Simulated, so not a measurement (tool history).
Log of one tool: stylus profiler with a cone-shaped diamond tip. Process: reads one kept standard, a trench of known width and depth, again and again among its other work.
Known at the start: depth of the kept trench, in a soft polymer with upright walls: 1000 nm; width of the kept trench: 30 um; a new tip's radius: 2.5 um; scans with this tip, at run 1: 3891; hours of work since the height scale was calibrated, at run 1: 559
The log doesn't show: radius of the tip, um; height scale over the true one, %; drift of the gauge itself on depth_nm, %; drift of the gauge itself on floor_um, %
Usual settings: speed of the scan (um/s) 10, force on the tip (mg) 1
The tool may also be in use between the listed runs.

run,day,speed of the scan (um/s),force on the tip (mg),scans with this tip,hours of work since the height scale was calibrated,depth of the trench (angstrom),width of the trench's floor (nm)
1,0,10,1,3891,559,10046,25920
2,1.7,10,2.59,4019,578,10087.4,25950
3,3.15,10,2.59,4128,593,10088.3,25970
4,4.008,10,2.99,4193,603,10098.5,25960
5,5.329,10,1.62,4293,617,10062.1,25920
6,7.05,10,1,4423,636,10045.5,25840
7,7.992,10,1,4494,646,10047.4,25880
8,9.867,10,1,4636,666,10045.7,25860
9,11.567,2,1,4764,685,10054.2,26010
10,12.433,13,0.34,4830,694,10028,25770
11,13.425,5,2.88,4904,705,10097.3,25960
12,14.679,9,2.88,4999,719,10094.6,25930
13,15.529,4,2.88,5063,728,10096.8,25970
14,17.225,30,1.36,5191,746,10057.6,25750

4 ways to go on from here, each from the tool as it stands after run 14. What would each give?
A,18.004,30,2.09,5250,755,?,?
B,18.004,6,0.37,5250,755,?,?
C,18.004,13,0.87,5250,755,?,?
D,18.004,29,2.99,5250,755,?,?

run,depth of the trench (angstrom),width of the trench's floor (nm)
A,10078.3,25820
B,10025.9,25940
C,10043.1,25840
D,10102.5,25840
Without the tool's hidden state the same runs would have given:
run,depth of the trench (angstrom),width of the trench's floor (nm)
A,10078.4,25830
B,10025.9,25950
C,10043.2,25850
D,10102.6,25840
